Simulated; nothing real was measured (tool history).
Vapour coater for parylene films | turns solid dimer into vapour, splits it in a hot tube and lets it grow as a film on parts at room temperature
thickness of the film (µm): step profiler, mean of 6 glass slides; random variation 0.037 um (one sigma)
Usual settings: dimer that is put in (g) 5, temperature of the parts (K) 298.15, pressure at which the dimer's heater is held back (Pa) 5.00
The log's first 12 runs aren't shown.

run	hour	dimer that is put in (g)	temperature of the parts (K)	pressure at which the dimer's heater is held back (Pa)	thickness of the film (µm)
13	411.5	5	298.15	5.00	3.88
14	453.5	5	298.15	5.00	3.82
15	501.1	5	298.15	5.00	3.82
16	545.7	5	298.15	9.31	3.64
17	566.9	5	298.15	9.31	3.62
18	606.9	5	298.15	9.31	3.58
19	646.4	5	298.15	9.31	3.65
20	697.1	5	298.15	9.31	3.62
21	744.4	5	298.15	9.31	3.67
22	775.2	5	298.15	9.31	3.70
23	800.3	5	299.15	9.31	3.53

Run 24 comes next. What will it give?
24	825.7	5	298.15	5.00	?

{"run 24": {"thickness of the film (µm)": 3.82}}
Without the tool's hidden state the same run would have given thickness of the film (µm) 3.83.
